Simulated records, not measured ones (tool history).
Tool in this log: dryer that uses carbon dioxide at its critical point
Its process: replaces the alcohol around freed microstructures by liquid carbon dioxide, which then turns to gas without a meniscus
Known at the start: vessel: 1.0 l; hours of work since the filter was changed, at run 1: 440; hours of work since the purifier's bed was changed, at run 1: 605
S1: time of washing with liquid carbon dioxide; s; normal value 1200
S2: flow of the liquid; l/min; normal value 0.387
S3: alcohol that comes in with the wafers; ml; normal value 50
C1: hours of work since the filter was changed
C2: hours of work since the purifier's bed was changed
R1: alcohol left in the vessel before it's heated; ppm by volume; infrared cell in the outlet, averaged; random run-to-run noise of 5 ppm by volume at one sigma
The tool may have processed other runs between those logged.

| run | day | S1 | S2 | S3 | C1 | C2 | R1 |
|---|---|---|---|---|---|---|---|
| 1 | 0 | 1200 | 0.387 | 50 | 440 | 605 | 169 |
| 2 | 0.633 | 1500 | 0.387 | 50 | 450 | 615 | 135 |
| 3 | 1.242 | 840 | 0.387 | 50 | 459 | 625 | 571 |
| 4 | 1.817 | 840 | 0.387 | 50 | 468 | 634 | 580 |
| 5 | 2.733 | 840 | 0.387 | 41 | 483 | 648 | 501 |
| 6 | 3.508 | 840 | 0.387 | 41 | 495 | 661 | 505 |
| 7 | 4.358 | 840 | 0.387 | 41 | 509 | 674 | 525 |
| 8 | 5.054 | 1200 | 0.387 | 50 | 520 | 685 | 199 |
| 9 | 5.733 | 1200 | 0.387 | 50 | 531 | 696 | 189 |
| 10 | 6.608 | 1200 | 0.387 | 50 | 544 | 710 | 188 |
| 11 | 7.246 | 1200 | 0.387 | 50 | 555 | 720 | 203 |
| 12 | 7.642 | 1200 | 0.387 | 50 | 561 | 726 | 204 |
| 13 | 8.5 | 1200 | 0.387 | 50 | 574 | 740 | 205 |
|  | 9.362 | inlet filter changed |
| 14 | 9.362 | 1200 | 0.453 | 50 | 0 | 753 | 150 |
| 15 | 10.067 | 1200 | 0.387 | 50 | 11 | 764 | 172 |
| 16 | 10.471 | 1200 | 0.387 | 50 | 18 | 771 | 161 |
| 17 | 11.412 | 1200 | 0.387 | 50 | 33 | 786 | 174 |
| 18 | 11.979 | 1500 | 0.387 | 50 | 41 | 794 | 150 |
| 19 | 12.467 | 1500 | 0.387 | 50 | 49 | 802 | 147 |
| 20 | 13.433 | 1200 | 0.387 | 50 | 65 | 818 | 173 |
| 21 | 14.238 | 1560 | 0.387 | 50 | 77 | 830 | 151 |
| 22 | 14.908 | 1560 | 0.387 | 50 | 88 | 841 | 157 |
| 23 | 15.875 | 1560 | 0.387 | 50 | 103 | 856 | 156 |
| 24 | 16.525 | 1560 | 0.387 | 50 | 114 | 867 | 161 |
| 25 | 17.408 | 960 | 0.569 | 50 | 128 | 881 | 170 |
| 26 | 17.954 | 960 | 0.569 | 50 | 136 | 889 | 170 |
| 27 | 18.35 | 1200 | 0.26 | 67 | 143 | 896 | 660 |
| 28 | 18.983 | 960 | 0.404 | 47 | 153 | 906 | 276 |
| 29 | 19.908 | 960 | 0.404 | 47 | 167 | 920 | 269 |
| 30 | 20.517 | 1200 | 0.278 | 46 | 177 | 930 | 437 |
| 31 | 21.479 | 1200 | 0.427 | 27 | 192 | 945 | 183 |
| 32 | 22.342 | 1200 | 0.427 | 27 | 206 | 959 | 181 |
| 33 | 23.212 | 840 | 0.47 | 50 | 220 | 973 | 310 |
| 34 | 23.629 | 1380 | 0.474 | 50 | 226 | 979 | 178 |
| 35 | 24.408 | 1380 | 0.474 | 50 | 239 | 992 | 186 |
| 36 | 24.925 | 1380 | 0.474 | 50 | 247 | 1000 | 189 |
| 37 | 25.488 | 720 | 0.57 | 50 | 256 | 1009 | 275 |
| 38 | 26.088 | 1200 | 0.352 | 50 | 265 | 1018 | 271 |
|  | 26.983 | purifier's bed changed |
| 39 | 27.033 | 1860 | 0.352 | 63 | 278 | 1 | 12 |
| 40 | 27.45 | 720 | 0.387 | 30 | 285 | 7 | 456 |
| 41 | 27.888 | 960 | 0.482 | 26 | 292 | 14 | 32 |
| 42 | 28.3 | 1260 | 0.373 | 104 | 299 | 21 | 105 |
| 43 | 29.258 | 960 | 0.342 | 43 | 314 | 36 | 329 |
| 44 | 30.225 | 960 | 0.342 | 43 | 329 | 51 | 329 |
| 45 | 31.117 | 720 | 0.342 | 95 | 343 | 66 | 2457 |
| 46 | 31.696 | 780 | 0.253 | 65 | 352 | 75 | 3437 |
| 47 | 32.65 | 780 | 0.253 | 65 | 368 | 90 | 3441 |

A few steps of R1 between consecutive runs. Split each: what settings, incoming material and random variation would produce without the hidden state, and what is left over for the hidden state, along with gauge scatter present in only one of the two compared results (measured, and without hidden state):
Unlogged tool condition in this case: flow that reaches the vessel past the clogged filter, %; alcohol in the recycled carbon dioxide, ppm; drift of the gauge itself on alcohol_ppm, %.
Run 2 -> 3: S1 1500 -> 840. R1 +436 ppm by volume: hidden state +190, all else +246.
Run 26 -> 27: S1 960 -> 1200, S2 0.569 -> 0.26, S3 50 -> 67. R1 +490 ppm by volume: hidden state +84, all else +406.
Run 38 -> 39: S1 1200 -> 1860, S3 50 -> 63, purifier's bed changed. R1 -259 ppm by volume: hidden state -207, all else -52.
Run 44 -> 45: S1 960 -> 720, S3 43 -> 95. R1 +2128 ppm by volume: hidden state +554, all else +1574.
Run 45 -> 46: S1 720 -> 780, S2 0.342 -> 0.253, S3 95 -> 65. R1 +980 ppm by volume: hidden state +119, all else +861.

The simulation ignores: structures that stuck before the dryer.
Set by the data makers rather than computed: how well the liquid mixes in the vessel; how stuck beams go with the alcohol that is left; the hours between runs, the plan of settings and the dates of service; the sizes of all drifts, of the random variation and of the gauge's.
